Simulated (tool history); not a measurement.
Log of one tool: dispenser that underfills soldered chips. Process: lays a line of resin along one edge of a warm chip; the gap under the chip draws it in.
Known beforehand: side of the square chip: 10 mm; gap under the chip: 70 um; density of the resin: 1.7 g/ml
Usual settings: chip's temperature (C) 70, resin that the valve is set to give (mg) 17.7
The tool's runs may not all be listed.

run,day,chip's temperature (C),resin that the valve is set to give (mg),time until the resin shows at the far edge (s),resin that the valve gave (mg)
1,0.000,70,17.7,148.6,17.70
# day 0.079: new syringe of resin
2,0.217,70,17.7,87.1,17.67
3,0.658,70,17.7,138.4,17.52
# day 0.817: new syringe of resin
4,1.092,70,17.7,103.5,17.52
5,1.479,70,17.7,153.6,17.47
# day 1.562: new syringe of resin
6,1.754,72,17.7,85.6,17.46
7,2.083,70,19.6,130.3,19.25
# day 2.292: new syringe of resin
8,2.312,70,19.6,77.0,19.03
9,2.571,70,17.7,100.8,17.21
# day 2.654: dispensing valve cleaned and set on the balance
# day 3.079: new syringe of resin
10,3.088,70,17.7,77.5,17.72
11,3.462,70,17.7,111.2,17.52
# day 3.804: new syringe of resin
12,3.892,70,17.7,84.8,17.46
13,4.217,70,18.9,117.2,18.69
14,4.446,70,19.5,149.1,19.24
# day 4.529: new syringe of resin
15,4.921,75,19.1,91.1,18.57
16,5.221,75,19.1,123.4,18.61
# day 5.258: new syringe of resin
# day 5.300: dispensing valve cleaned and set on the balance
17,5.692,80,21.2,70.3,21.14
# day 6.046: new syringe of resin
18,6.054,80,21.2,47.5,21.11
19,6.321,80,21.2,60.5,21.03
20,6.558,80,21.2,79.2,20.90
# day 6.775: new syringe of resin
21,6.900,70,17.7,87.5,17.46
22,7.262,76,20.0,93.4,19.56

Predict the results of run 23:
# day 7.504: new syringe of resin
23,7.675,73,15.5,?,?

{"run 23": {"time until the resin shows at the far edge (s)": 82.6, "resin that the valve gave (mg)": 15.12}}
With the hidden condition absent and the run-to-run variation left alone, this run would have shown time until the resin shows at the far edge (s) 64.2, resin that the valve gave (mg) 15.46.

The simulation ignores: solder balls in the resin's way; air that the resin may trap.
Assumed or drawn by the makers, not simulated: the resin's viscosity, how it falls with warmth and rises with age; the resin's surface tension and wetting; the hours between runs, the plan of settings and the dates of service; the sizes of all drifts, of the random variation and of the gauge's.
